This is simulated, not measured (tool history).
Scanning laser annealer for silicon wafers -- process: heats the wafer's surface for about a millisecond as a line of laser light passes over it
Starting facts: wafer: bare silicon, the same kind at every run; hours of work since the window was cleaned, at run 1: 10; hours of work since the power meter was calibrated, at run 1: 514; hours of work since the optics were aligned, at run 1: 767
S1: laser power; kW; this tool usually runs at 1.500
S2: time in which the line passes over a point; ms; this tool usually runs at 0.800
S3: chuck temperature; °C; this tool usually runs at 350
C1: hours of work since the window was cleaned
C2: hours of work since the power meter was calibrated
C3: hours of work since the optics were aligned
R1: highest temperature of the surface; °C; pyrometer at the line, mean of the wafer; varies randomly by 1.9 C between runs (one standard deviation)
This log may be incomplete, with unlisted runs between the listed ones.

run,day,S1,S2,S3,C1,C2,C3,R1
1,0.000,1.500,0.800,350,10,514,767,1168
2,1.329,1.524,0.800,350,33,537,790,1175
3,2.204,1.524,0.800,350,48,552,805,1173
4,3.346,1.524,0.800,350,67,572,824,1173
5,3.950,1.500,0.800,350,78,582,835,1152
6,4.512,1.500,0.800,322,87,592,845,1126
7,5.538,1.295,0.800,350,105,610,862,1046
8,6.162,1.295,0.800,350,116,621,873,1044
9,7.088,1.295,0.800,350,132,636,889,1044
10,7.804,1.500,0.969,350,144,649,901,1226
11,8.479,1.500,0.969,350,156,660,913,1227
12,9.071,1.500,0.800,350,166,671,923,1143
13,10.329,1.500,0.800,350,188,692,945,1138
14,11.508,1.500,0.800,350,208,713,965,1136
15,12.688,1.500,0.800,350,228,733,985,1137
# day 13.467: optics aligned, line set to its width
16,13.512,1.500,0.800,350,239,744,1,1125
17,14.442,1.500,0.874,350,255,760,17,1160
18,15.188,1.500,0.874,350,268,772,30,1157
19,16.383,1.500,0.874,350,288,793,50,1155
20,17.046,1.389,0.800,350,300,804,62,1065
# day 17.812: window over the wafer cleaned
21,17.971,1.389,0.800,350,3,819,76,1101
22,18.758,1.500,0.898,350,16,832,90,1210
23,19.679,1.500,0.898,350,32,848,106,1202
24,20.358,1.619,0.729,350,44,860,117,1172
# day 20.912: optics aligned, line set to its width, once more
25,21.588,1.398,0.729,350,61,878,12,1074
26,22.704,1.641,0.980,376,81,897,31,1352
27,23.308,1.641,0.980,376,91,907,41,1354
28,24.546,1.627,0.800,383,112,929,63,1253
29,25.246,1.627,0.800,361,124,941,75,1227

Estimate the outcome of run 30 from the log above:
30,25.808,1.291,0.981,356,134,950,84,?

Run 30 produced R1 1132 °C.
With the hidden condition absent and the run-to-run variation left alone, this run would have shown R1 1161 °C.

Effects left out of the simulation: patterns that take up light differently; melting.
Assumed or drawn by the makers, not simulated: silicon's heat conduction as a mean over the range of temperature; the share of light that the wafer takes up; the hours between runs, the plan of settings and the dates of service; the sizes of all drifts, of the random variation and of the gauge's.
